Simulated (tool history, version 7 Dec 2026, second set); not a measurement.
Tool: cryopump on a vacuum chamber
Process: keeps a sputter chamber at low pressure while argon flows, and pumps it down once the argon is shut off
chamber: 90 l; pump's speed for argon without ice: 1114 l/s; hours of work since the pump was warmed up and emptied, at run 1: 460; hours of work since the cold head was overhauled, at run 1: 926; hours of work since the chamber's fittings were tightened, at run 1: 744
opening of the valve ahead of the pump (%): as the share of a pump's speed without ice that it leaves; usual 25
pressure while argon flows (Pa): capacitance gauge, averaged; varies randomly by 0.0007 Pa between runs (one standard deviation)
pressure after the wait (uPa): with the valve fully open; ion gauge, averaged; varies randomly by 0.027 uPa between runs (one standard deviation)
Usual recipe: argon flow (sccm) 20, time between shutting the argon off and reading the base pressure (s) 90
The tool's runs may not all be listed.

run   hour  argon flow (sccm)  time between shutting the argon off and reading the base pressure (s)  opening of the valve ahead of the pump (%)  hours of work since the pump was warmed up and emptied  hours of work since the cold head was overhauled  hours of work since the chamber's fittings were tightened  pressure while argon flows (Pa)  pressure after the wait (uPa)
  1    0.0                 20                                                                     90                                          25                                                     460                                               926                                                        744                           0.1273                           2.00
       9.8  -- pump warmed up, emptied and cooled again
  2   42.1                 20                                                                     90                                          41                                                      25                                               954                                                        772                           0.0740                           1.87
  3   67.5                 20                                                                     90                                          41                                                      44                                               974                                                        792                           0.0749                           1.93
  4  101.8                 20                                                                     90                                          41                                                      70                                              1000                                                        818                           0.0750                           1.91
  5  139.8                 20                                                                     90                                          41                                                     100                                              1029                                                        847                           0.0762                           1.95
  6  170.8                 20                                                                     90                                          25                                                     123                                              1053                                                        871                           0.1224                           1.98
  7  204.4                 20                                                                     90                                          25                                                     149                                              1079                                                        897                           0.1235                           2.04
  8  241.9                 20                                                                     90                                          25                                                     178                                              1107                                                        925                           0.1241                           1.98
  9  260.1                 20                                                                     90                                          25                                                     192                                              1121                                                        939                           0.1232                           2.11
 10  290.2                 11                                                                     90                                          25                                                     215                                              1144                                                        962                           0.0678                           2.04
 11  326.5                 11                                                                     90                                          25                                                     242                                              1172                                                        990                           0.0682                           2.19
 12  348.0                  9                                                                     87                                          33                                                     259                                              1189                                                       1007                           0.0433                           2.11
 13  376.2                 13                                                                     29                                          51                                                     281                                              1210                                                       1028                           0.0417                           4.07
 14  398.7                 28                                                                     53                                          17                                                     298                                              1227                                                       1045                           0.2533                           2.86
 15  434.5                 28                                                                     53                                          17                                                     325                                              1255                                                       1073                           0.2543                           2.94
 16  469.8                 28                                                                     53                                          17                                                     352                                              1282                                                       1100                           0.2568                           2.99
 17  496.9                 14                                                                    155                                          36                                                     373                                              1303                                                       1121                           0.0618                           1.86
 18  525.5                 10                                                                     22                                          36                                                     395                                              1325                                                       1143                           0.0444                           5.23
 19  551.7                 10                                                                     22                                          36                                                     415                                              1345                                                       1163                           0.0442                           5.42
 20  575.4                 20                                                                     75                                          25                                                     433                                              1363                                                       1181                           0.1280                           2.60
 21  601.6                 20                                                                     75                                          25                                                     453                                              1383                                                       1201                           0.1273                           2.55

Forecast each of these 5 alternatives for the next run:
     620.4  -- pump warmed up, emptied and cooled again
  A  634.2                 20                                                                     48                                          25                                                      11                                              1404                                                       1222                                ?                              ?
     620.4  -- pump warmed up, emptied and cooled again
  B  634.2                 20                                                                    114                                          25                                                      11                                              1404                                                       1222                                ?                              ?
     620.4  -- pump warmed up, emptied and cooled again
  C  634.2                  8                                                                     26                                          48                                                      11                                              1404                                                       1222                                ?                              ?
     620.4  -- pump warmed up, emptied and cooled again
  D  634.2                 14                                                                    103                                          17                                                      11                                              1404                                                       1222                                ?                              ?
     620.4  -- pump warmed up, emptied and cooled again
  E  634.2                 21                                                                    109                                          27                                                      11                                              1404                                                       1222                                ?                              ?

run  pressure while argon flows (Pa)  pressure after the wait (uPa)
  A                           0.1223                           3.06
  B                           0.1222                           2.02
  C                           0.0261                           4.54
  D                           0.1249                           2.15
  E                           0.1197                           2.05
The same runs, with their run-to-run variation unchanged, on a tool lacking any hidden condition would have given:
run  pressure while argon flows (Pa)  pressure after the wait (uPa)
  A                           0.1216                           2.02
  B                           0.1215                           1.00
  C                           0.0258                           3.50
  D                           0.1244                           1.10
  E                           0.1190                           1.03
